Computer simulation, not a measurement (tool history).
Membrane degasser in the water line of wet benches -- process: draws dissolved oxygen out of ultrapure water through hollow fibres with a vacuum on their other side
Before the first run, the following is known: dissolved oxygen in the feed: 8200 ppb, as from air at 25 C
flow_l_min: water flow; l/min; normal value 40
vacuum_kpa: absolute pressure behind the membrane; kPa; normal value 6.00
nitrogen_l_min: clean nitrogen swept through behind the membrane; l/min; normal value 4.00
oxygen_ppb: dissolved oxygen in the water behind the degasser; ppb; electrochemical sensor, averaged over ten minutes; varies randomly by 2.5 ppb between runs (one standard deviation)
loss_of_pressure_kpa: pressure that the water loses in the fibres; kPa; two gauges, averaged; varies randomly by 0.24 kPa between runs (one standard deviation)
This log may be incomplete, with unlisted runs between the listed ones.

run 1 hour=0.0 | flow_l_min=40 vacuum_kpa=6.00 nitrogen_l_min=4.00 | oxygen_ppb=253.5 loss_of_pressure_kpa=62.13
run 2 hour=37.7 | flow_l_min=40 vacuum_kpa=6.00 nitrogen_l_min=4.00 | oxygen_ppb=252.7 loss_of_pressure_kpa=62.52
run 3 hour=66.9 | flow_l_min=40 vacuum_kpa=6.00 nitrogen_l_min=4.00 | oxygen_ppb=253.1 loss_of_pressure_kpa=62.89
run 4 hour=94.8 | flow_l_min=40 vacuum_kpa=4.89 nitrogen_l_min=4.00 | oxygen_ppb=228.8 loss_of_pressure_kpa=62.90
run 5 hour=139.8 | flow_l_min=40 vacuum_kpa=4.89 nitrogen_l_min=5.04 | oxygen_ppb=221.7 loss_of_pressure_kpa=62.93
run 6 hour=170.9 | flow_l_min=40 vacuum_kpa=6.00 nitrogen_l_min=4.00 | oxygen_ppb=255.9 loss_of_pressure_kpa=62.55
run 7 hour=190.3 | flow_l_min=25 vacuum_kpa=6.00 nitrogen_l_min=4.00 | oxygen_ppb=99.1 loss_of_pressure_kpa=39.27
run 8 hour=227.6 | flow_l_min=25 vacuum_kpa=6.00 nitrogen_l_min=4.00 | oxygen_ppb=98.1 loss_of_pressure_kpa=39.13
run 9 hour=260.8 | flow_l_min=25 vacuum_kpa=6.00 nitrogen_l_min=4.00 | oxygen_ppb=98.3 loss_of_pressure_kpa=39.07
run 10 hour=286.0 | flow_l_min=40 vacuum_kpa=6.00 nitrogen_l_min=4.00 | oxygen_ppb=256.5 loss_of_pressure_kpa=62.53
run 11 hour=316.8 | flow_l_min=40 vacuum_kpa=6.00 nitrogen_l_min=4.00 | oxygen_ppb=251.9 loss_of_pressure_kpa=62.74
run 12 hour=362.8 | flow_l_min=40 vacuum_kpa=6.00 nitrogen_l_min=4.00 | oxygen_ppb=258.6 loss_of_pressure_kpa=63.01
run 13 hour=386.2 | flow_l_min=40 vacuum_kpa=6.00 nitrogen_l_min=4.00 | oxygen_ppb=257.7 loss_of_pressure_kpa=62.63
run 14 hour=416.4 | flow_l_min=40 vacuum_kpa=6.00 nitrogen_l_min=4.00 | oxygen_ppb=255.6 loss_of_pressure_kpa=62.65
run 15 hour=453.2 | flow_l_min=40 vacuum_kpa=6.00 nitrogen_l_min=4.00 | oxygen_ppb=253.6 loss_of_pressure_kpa=62.84
run 16 hour=486.9 | flow_l_min=40 vacuum_kpa=6.00 nitrogen_l_min=10.31 | oxygen_ppb=220.0 loss_of_pressure_kpa=63.20
run 17 hour=521.7 | flow_l_min=36 vacuum_kpa=6.00 nitrogen_l_min=7.74 | oxygen_ppb=181.3 loss_of_pressure_kpa=56.33
run 18 hour=558.4 | flow_l_min=36 vacuum_kpa=6.00 nitrogen_l_min=7.74 | oxygen_ppb=181.2 loss_of_pressure_kpa=56.53
run 19 hour=581.9 | flow_l_min=36 vacuum_kpa=6.00 nitrogen_l_min=7.74 | oxygen_ppb=184.4 loss_of_pressure_kpa=56.66

Run 20 comes next. What will it give?
run 20 hour=602.7 | flow_l_min=27 vacuum_kpa=8.56 nitrogen_l_min=7.74 | oxygen_ppb=? loss_of_pressure_kpa=?

oxygen_ppb: 117.9 ppb
loss_of_pressure_kpa: 42.20 kPa
Without the tool's hidden state the same run would have given oxygen_ppb 113.1 ppb, loss_of_pressure_kpa 41.85 kPa.
